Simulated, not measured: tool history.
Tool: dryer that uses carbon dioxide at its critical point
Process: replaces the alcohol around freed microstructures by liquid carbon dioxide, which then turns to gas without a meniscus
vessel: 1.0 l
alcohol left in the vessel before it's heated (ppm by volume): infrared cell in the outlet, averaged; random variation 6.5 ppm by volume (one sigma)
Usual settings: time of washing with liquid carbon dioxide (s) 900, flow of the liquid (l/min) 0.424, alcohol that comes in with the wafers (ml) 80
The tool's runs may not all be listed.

run    hour  time of washing with liquid carbon dioxide (s)  flow of the liquid (l/min)  alcohol that comes in with the wafers (ml)  alcohol left in the vessel before it's heated (ppm by volume)
  1       0                                             900                       0.424                                          80                                                            396
  2    46.6                                             900                       0.424                                          80                                                            444
  3    77.5                                             900                       0.424                                          80                                                            478
  4   101.1                                            1020                       0.424                                          80                                                            269
  5   149.9                                            1020                       0.424                                          80                                                            297
  6   192.9                                             900                       0.424                                          80                                                            625
  7   236.7                                             840                       0.424                                          80                                                            912
      276.5  -- inlet filter changed
  8   285.7                                             900                       0.424                                          80                                                            332
  9   332.2                                             900                       0.313                                          80                                                           1332
 10   359.4                                             900                       0.313                                          80                                                           1379
 11   401.1                                             900                       0.313                                          80                                                           1504
 12   434.4                                             900                       0.313                                          80                                                           1523
 13   465.1                                             900                       0.424                                          80                                                            485
 14   513.2                                             900                       0.424                                          80                                                            541
 15   554.4                                             900                       0.424                                          80                                                            585
 16   577.7                                             900                       0.424                                          80                                                            607
 17   604.6                                             900                       0.424                                          80                                                            665
 18   631.4                                            1380                       0.424                                          80                                                            114
 19   669.1                                             600                       0.424                                          80                                                           3433
 20   692.8                                             600                       0.424                                          80                                                           3560
      724.5  -- inlet filter changed
 21   731.7                                             900                       0.424                                          80                                                            355
 22     761                                             720                       0.424                                          80                                                            999
 23   785.8                                             720                       0.424                                          80                                                           1054
 24   817.9                                             720                       0.424                                          80                                                           1125
 25     842                                             720                       0.424                                          80                                                           1158
 26   886.6                                             840                       0.328                                          63                                                           1359
 27   909.8                                             840                       0.328                                          60                                                           1369
 28   942.7                                            1140                       0.424                                          80                                                            195
 29   976.6                                             900                       0.424                                         109                                                            736
 30  1012.3                                             900                       0.424                                         109                                                            825
 31  1048.8                                             900                       0.424                                         109                                                            861
 32  1090.9                                            1080                       0.424                                          65                                                            286
 33  1129.5                                             660                       0.455                                          51                                                           1284
     1170.3  -- inlet filter changed
 34  1178.9                                             660                       0.303                                         114                                                           5868
 35  1201.3                                             660                       0.511                                         105                                                            928
 36  1241.2                                             660                       0.511                                         105                                                            971
 37  1266.3                                             660                       0.511                                         105                                                           1014
 38    1314                                             600                       0.643                                          80                                                            545
 39  1347.6                                             540                       0.389                                          80                                                           4565
 40  1387.7                                             720                       0.678                                          80                                                            251
 41    1428                                             720                       0.678                                          80                                                            271
 42  1453.4                                             840                       0.424                                          80                                                            862
 43  1500.1                                             900                       0.347                                          80                                                           1440
 44  1536.8                                            1320                       0.563                                          36                                                            146
 45  1567.6                                             900                       0.451                                          80                                                            622
 46  1598.2                                             540                       0.424                                          23                                                           1472

The same runs without the tool's hidden state, with the same run-to-run variation:
The hidden state here: flow that reaches the vessel past the clogged filter, %; alcohol in the recycled carbon dioxide, ppm; drift of the gauge itself on alcohol_ppm, %.
run  alcohol left in the vessel before it's heated (ppm by volume)
  1                                                            277
  2                                                            279
  3                                                            281
  4                                                            138
  5                                                            134
  6                                                            286
  7                                                            402
  8                                                            276
  9                                                           1146
 10                                                           1137
 11                                                           1157
 12                                                           1109
 13                                                            278
 14                                                            287
 15                                                            283
 16                                                            276
 17                                                            289
 18                                                             20
 19                                                           1875
 20                                                           1881
 21                                                            276
 22                                                            863
 23                                                            874
 24                                                            886
 25                                                            878
 26                                                            991
 27                                                            964
 28                                                             57
 29                                                            375
 30                                                            395
 31                                                            385
 32                                                             74
 33                                                            600
 34                                                           5628
 35                                                            752
 36                                                            739
 37                                                            742
 38                                                            309
 39                                                           3573
 40                                                             69
 41                                                             69
 42                                                            415
 43                                                            726
 44                                                              6
 45                                                            204
 46                                                            767
